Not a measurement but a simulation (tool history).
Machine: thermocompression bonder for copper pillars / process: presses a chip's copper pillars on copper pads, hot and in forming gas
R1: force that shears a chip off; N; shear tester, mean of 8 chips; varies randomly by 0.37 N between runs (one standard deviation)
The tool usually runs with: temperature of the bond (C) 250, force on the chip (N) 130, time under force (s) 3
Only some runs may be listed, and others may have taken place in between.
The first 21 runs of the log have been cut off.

{"run": 22, "hour": 419.8, "temperature of the bond (C)": 224, "force on the chip (N)": 130, "time under force (s)": 3, "R1": 32}
{"run": 23, "hour": 432.9, "temperature of the bond (C)": 267, "force on the chip (N)": 97, "time under force (s)": 3, "R1": 40.7}
{"hour": 443.8, "done": "forming gas filter changed"}
{"run": 24, "hour": 444.5, "temperature of the bond (C)": 272, "force on the chip (N)": 175, "time under force (s)": 3, "R1": 69.5}
{"run": 25, "hour": 458.4, "temperature of the bond (C)": 272, "force on the chip (N)": 175, "time under force (s)": 3, "R1": 69.3}
{"run": 26, "hour": 480.1, "temperature of the bond (C)": 272, "force on the chip (N)": 175, "time under force (s)": 3, "R1": 69.1}
{"run": 27, "hour": 494.1, "temperature of the bond (C)": 227, "force on the chip (N)": 94, "time under force (s)": 2, "R1": 20.3}
{"run": 28, "hour": 514.4, "temperature of the bond (C)": 264, "force on the chip (N)": 90, "time under force (s)": 3, "R1": 37.2}
{"hour": 521.1, "done": "force cell calibrated"}
{"run": 29, "hour": 527.5, "temperature of the bond (C)": 267, "force on the chip (N)": 127, "time under force (s)": 3, "R1": 51.5}
{"run": 30, "hour": 545.4, "temperature of the bond (C)": 243, "force on the chip (N)": 130, "time under force (s)": 2, "R1": 33.8}
{"run": 31, "hour": 563.5, "temperature of the bond (C)": 233, "force on the chip (N)": 114, "time under force (s)": 3, "R1": 32}
{"run": 32, "hour": 585.7, "temperature of the bond (C)": 222, "force on the chip (N)": 95, "time under force (s)": 3, "R1": 22.2}
{"run": 33, "hour": 610.9, "temperature of the bond (C)": 222, "force on the chip (N)": 95, "time under force (s)": 3, "R1": 22.6}
{"run": 34, "hour": 628.5, "temperature of the bond (C)": 259, "force on the chip (N)": 136, "time under force (s)": 8, "R1": 70.4}
{"run": 35, "hour": 653.5, "temperature of the bond (C)": 256, "force on the chip (N)": 124, "time under force (s)": 3, "R1": 45.7}
{"run": 36, "hour": 676.9, "temperature of the bond (C)": 254, "force on the chip (N)": 81, "time under force (s)": 8, "R1": 44.3}
{"run": 37, "hour": 696.3, "temperature of the bond (C)": 254, "force on the chip (N)": 81, "time under force (s)": 8, "R1": 44.7}
{"run": 38, "hour": 719.2, "temperature of the bond (C)": 254, "force on the chip (N)": 78, "time under force (s)": 2, "R1": 24}
{"run": 39, "hour": 730.0, "temperature of the bond (C)": 233, "force on the chip (N)": 78, "time under force (s)": 4, "R1": 24.4}
{"run": 40, "hour": 744.7, "temperature of the bond (C)": 233, "force on the chip (N)": 78, "time under force (s)": 4, "R1": 24.8}

4 ways to go on from here, each from the tool as it stands after run 40. What would each give?
{"run": "A", "hour": 768.1, "temperature of the bond (C)": 256, "force on the chip (N)": 140, "time under force (s)": 7, "R1": "?"}
{"run": "B", "hour": 768.1, "temperature of the bond (C)": 250, "force on the chip (N)": 130, "time under force (s)": 2, "R1": "?"}
{"run": "C", "hour": 768.1, "temperature of the bond (C)": 239, "force on the chip (N)": 130, "time under force (s)": 3, "R1": "?"}
{"run": "D", "hour": 768.1, "temperature of the bond (C)": 241, "force on the chip (N)": 128, "time under force (s)": 3, "R1": "?"}

run=A R1=66.6
run=B R1=37.5
run=C R1=38.8
run=D R1=39.2
Without the tool's hidden state the same runs would have given:
run=A R1=67
run=B R1=37.7
run=C R1=39
run=D R1=39.5
